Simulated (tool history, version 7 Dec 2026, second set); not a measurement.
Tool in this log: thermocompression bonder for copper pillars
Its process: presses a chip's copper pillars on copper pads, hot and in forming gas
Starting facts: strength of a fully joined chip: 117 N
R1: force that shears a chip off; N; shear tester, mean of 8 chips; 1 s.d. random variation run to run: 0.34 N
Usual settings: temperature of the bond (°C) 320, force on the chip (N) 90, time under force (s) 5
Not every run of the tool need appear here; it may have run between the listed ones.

run 1 hour=0 | temperature_of_the_bond_(°C)=320 force_on_the_chip_(N)=90 time_under_force_(s)=5 | R1=76.8
run 2 hour=17.9 | temperature_of_the_bond_(°C)=320 force_on_the_chip_(N)=90 time_under_force_(s)=5 | R1=76.2
run 3 hour=40.5 | temperature_of_the_bond_(°C)=320 force_on_the_chip_(N)=90 time_under_force_(s)=5 | R1=75.9
run 4 hour=59.1 | temperature_of_the_bond_(°C)=320 force_on_the_chip_(N)=90 time_under_force_(s)=5 | R1=75.5
run 5 hour=79.4 | temperature_of_the_bond_(°C)=320 force_on_the_chip_(N)=90 time_under_force_(s)=5 | R1=75.3
run 6 hour=92.3 | temperature_of_the_bond_(°C)=320 force_on_the_chip_(N)=90 time_under_force_(s)=3 | R1=64.9
run 7 hour=102.9 | temperature_of_the_bond_(°C)=320 force_on_the_chip_(N)=90 time_under_force_(s)=3 | R1=64.9
-- hour=105.9 heater calibrated with a thermocouple chip
run 8 hour=129.1 | temperature_of_the_bond_(°C)=320 force_on_the_chip_(N)=90 time_under_force_(s)=3 | R1=64.9
run 9 hour=148.9 | temperature_of_the_bond_(°C)=310 force_on_the_chip_(N)=90 time_under_force_(s)=13 | R1=85.2
-- hour=159.2 forming gas filter changed
-- hour=166.9 heater calibrated with a thermocouple chip, once more
run 10 hour=169.5 | temperature_of_the_bond_(°C)=332 force_on_the_chip_(N)=116 time_under_force_(s)=7 | R1=103.2
run 11 hour=182.4 | temperature_of_the_bond_(°C)=332 force_on_the_chip_(N)=116 time_under_force_(s)=7 | R1=101.8
run 12 hour=204.7 | temperature_of_the_bond_(°C)=342 force_on_the_chip_(N)=72 time_under_force_(s)=8 | R1=92.8
run 13 hour=220.1 | temperature_of_the_bond_(°C)=342 force_on_the_chip_(N)=72 time_under_force_(s)=8 | R1=91.8
run 14 hour=243.2 | temperature_of_the_bond_(°C)=342 force_on_the_chip_(N)=72 time_under_force_(s)=8 | R1=91.9
run 15 hour=254.2 | temperature_of_the_bond_(°C)=344 force_on_the_chip_(N)=77 time_under_force_(s)=5 | R1=86.5

How would selected steps in R1 from run to run divide? Give the signed amount a tool lacking its hidden state would still show from settings, what came in and random variation, and the signed amount left for the hidden state, including any gauge scatter that is not in both of the compared results.
Hidden state present: true temperature of the bond over the reading, C; force that reaches the chip, % of what is set; oxide that the forming gas leaves, % of the face; drift of the gauge itself on shear_n, %.
Run 8 -> 9: temperature of the bond (°C) 320 -> 310, time under force (s) 3 -> 13. R1 +20.3 N: hidden state -1.7, all else +22.
Run 9 -> 10: temperature of the bond (°C) 310 -> 332, force on the chip (N) 90 -> 116, time under force (s) 13 -> 7, forming gas filter changed, heater calibrated with a thermocouple chip, once more. R1 +18 N: hidden state +4.3, all else +13.7.

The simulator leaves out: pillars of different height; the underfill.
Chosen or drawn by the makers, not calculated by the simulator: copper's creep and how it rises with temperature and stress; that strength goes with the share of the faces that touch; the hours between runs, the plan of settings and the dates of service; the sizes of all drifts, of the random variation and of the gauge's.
